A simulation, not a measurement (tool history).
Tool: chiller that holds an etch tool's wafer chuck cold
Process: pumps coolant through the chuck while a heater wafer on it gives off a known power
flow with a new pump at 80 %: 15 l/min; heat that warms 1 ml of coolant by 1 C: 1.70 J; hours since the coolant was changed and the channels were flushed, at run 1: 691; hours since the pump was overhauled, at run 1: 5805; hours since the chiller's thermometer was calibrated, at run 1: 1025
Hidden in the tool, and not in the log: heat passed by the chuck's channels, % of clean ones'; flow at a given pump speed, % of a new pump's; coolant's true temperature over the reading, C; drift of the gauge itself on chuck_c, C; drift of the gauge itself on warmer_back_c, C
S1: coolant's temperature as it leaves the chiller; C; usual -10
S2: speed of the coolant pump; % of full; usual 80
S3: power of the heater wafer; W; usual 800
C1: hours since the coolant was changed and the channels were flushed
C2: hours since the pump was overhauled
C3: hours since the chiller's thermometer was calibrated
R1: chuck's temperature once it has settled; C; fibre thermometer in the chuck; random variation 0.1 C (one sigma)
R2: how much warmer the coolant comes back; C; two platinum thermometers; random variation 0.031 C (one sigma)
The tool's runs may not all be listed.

run    hour   S1  S2    S3    C1    C2    C3    R1    R2
  1     0.0  -10  80   800   691  5805  1025  -1.0  2.12
  2   175.1  -10  80   800   866  5980  1200  -1.0  2.08
  3   305.2  -10  80   737   996  6110  1330  -1.7  1.90
  4   441.7  -10  80   800  1133  6247  1467  -1.0  2.09
  5   552.8  -10  80   800  1244  6358  1578  -0.8  2.11
  6   696.2  -10  92   800  1388  6501  1721  -1.8  1.85
  7   773.4  -10  92   800  1465  6579  1799  -1.9  1.82
  8   902.5   -8  92   800  1594  6708  1928   0.3  1.87
  9  1066.9   -8  92   443  1758  6872  2092  -3.3  1.10
 10  1186.1   -8  92   443  1877  6991  2211  -3.3  1.04
 11  1343.3   -8  92   443  2035  7149  2369  -2.9  1.05
 12  1519.0   -8  80   800  2210  7324  2544   1.7  2.14
 13  1685.2   -8  80   800  2376  7490  2710   1.8  2.18
 14  1782.3   -8  80   800  2474  7588  2807   2.0  2.21
     1800.0  -- coolant pump overhauled
 15  1937.3   -8  80   800  2624   137  2957   2.7  2.38
 16  2038.8   -8  80   800  2725   239  3059   2.8  2.33
     2055.2  -- chiller's thermometer calibrated
 17  2168.3  -10  87   588  2854   367   113  -3.1  1.63
 18  2343.3  -12  64   800  3029   542   288   0.4  3.05
 19  2508.3  -12  64   800  3194   707   453   0.4  3.04
 20  2637.0  -15  64   467  3322   836   582  -7.8  1.71
 21  2784.3   -1  65   467  3470   983   729   6.4  1.76
     2901.3  -- coolant pump overhauled, once more
 22  2953.3  -15  67  1002  3634    52   893  -2.4  2.86
 23  3116.5  -15  67  1002  3797   215  1056  -2.4  2.83
 24  3195.7   -3  66  1002  3876   294  1135  10.0  2.91
 25  3345.3   -4  62  1002  4026   444  1285   9.7  3.15
 26  3527.9   -4  61   666  4208   627  1468   5.4  2.16
 27  3695.5   -4  73   800  4376   794  1635   5.9  2.07
 28  3813.5   -4  86   999  4494   912  1753   6.7  2.15
 29  3898.0   -4  86   999  4578   997  1838   6.7  2.26
 30  3982.5   -3  69   999  4663  1081  1922  10.0  2.84
 31  4087.5   -3  69   999  4768  1186  2027  10.1  2.79

Forecast each of these 5 alternatives for the next run:
  A  4210.8  -11  73   583  4891  1309  2151   ?   ?
  B  4210.8  -10  77   800  4891  1309  2151   ?   ?
  C  4210.8   -3  73   999  4891  1309  2151   ?   ?
  D  4210.8  -11  64  1144  4891  1309  2151   ?   ?
  E  4210.8   -3  65   800  4891  1309  2151   ?   ?

run    R1    R2
  A  -3.5  1.57
  B  -0.4  2.03
  C   9.6  2.63
  D   5.1  3.53
  E   8.2  2.43
Without the tool's hidden state the same runs would have given:
run    R1    R2
  A  -4.8  1.52
  B  -2.1  1.98
  C   7.4  2.56
  D   2.4  3.43
  E   6.3  2.37
